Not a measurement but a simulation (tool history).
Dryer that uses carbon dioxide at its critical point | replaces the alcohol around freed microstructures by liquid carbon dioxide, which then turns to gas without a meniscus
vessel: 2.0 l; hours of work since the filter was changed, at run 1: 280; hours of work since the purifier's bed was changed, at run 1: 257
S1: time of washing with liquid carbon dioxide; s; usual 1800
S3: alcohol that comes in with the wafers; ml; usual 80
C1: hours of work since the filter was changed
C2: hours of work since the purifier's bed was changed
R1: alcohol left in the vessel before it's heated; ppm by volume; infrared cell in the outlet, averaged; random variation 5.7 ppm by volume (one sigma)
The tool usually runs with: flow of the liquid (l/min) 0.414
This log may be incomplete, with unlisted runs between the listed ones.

Run 1, hour 0: usual settings; C1 280; C2 257. Result: R1 284 ppm by volume.
Run 2, hour 10.4: usual settings; C1 286; C2 263. Result: R1 294 ppm by volume.
Run 3, hour 17.9: usual settings; C1 291; C2 267. Result: R1 297 ppm by volume.
Run 4, hour 26.6: usual settings; C1 296; C2 272. Result: R1 303 ppm by volume.
Run 5, hour 37.6: usual settings; C1 303; C2 279. Result: R1 304 ppm by volume.
At hour 43.9: inlet filter changed.
Run 6, hour 47.3: usual settings; C1 2; C2 284. Result: R1 214 ppm by volume.
Run 7, hour 52: usual settings; C1 5; C2 287. Result: R1 215 ppm by volume.
Run 8, hour 59.6: usual settings but S3 26 ml; C1 9; C2 291. Result: R1 113 ppm by volume.
Run 9, hour 69.7: usual settings but S1 1620 s; C1 15; C2 297. Result: R1 356 ppm by volume.
Run 10, hour 74.8: usual settings but S1 1620 s; C1 18; C2 300. Result: R1 355 ppm by volume.
Run 11, hour 79.7: usual settings but S1 1620 s; C1 21; C2 303. Result: R1 350 ppm by volume.
Run 12, hour 90.5: usual settings but S1 1620 s; C1 28; C2 310. Result: R1 357 ppm by volume.
Run 13, hour 100.2: usual settings but S3 66 ml; C1 33; C2 316. Result: R1 189 ppm by volume.
Run 14, hour 108.5: usual settings but S3 66 ml; C1 38; C2 320. Result: R1 201 ppm by volume.
Run 15, hour 113.6: usual settings; C1 41; C2 323. Result: R1 221 ppm by volume.
Run 16, hour 123.1: usual settings but S3 27 ml; C1 47; C2 329. Result: R1 96 ppm by volume.
Run 17, hour 134.3: usual settings but flow of the liquid (l/min) 0.338; C1 54; C2 336. Result: R1 523 ppm by volume.
Run 18, hour 143: usual settings but S1 1200 s, flow of the liquid (l/min) 0.338; C1 59; C2 341. Result: R1 2200 ppm by volume.

Run 19 has not been measured yet. What should we expect?
Run 19, hour 150.7: usual settings but S1 1380 s, flow of the liquid (l/min) 0.426, S3 34 ml; C1 64; C2 346. Result: R1 ?.

Run 19 yielded R1 303 ppm by volume.
Take away the tool's hidden state, keep the run-to-run variation as it was, and the same run would have given R1 245 ppm by volume.

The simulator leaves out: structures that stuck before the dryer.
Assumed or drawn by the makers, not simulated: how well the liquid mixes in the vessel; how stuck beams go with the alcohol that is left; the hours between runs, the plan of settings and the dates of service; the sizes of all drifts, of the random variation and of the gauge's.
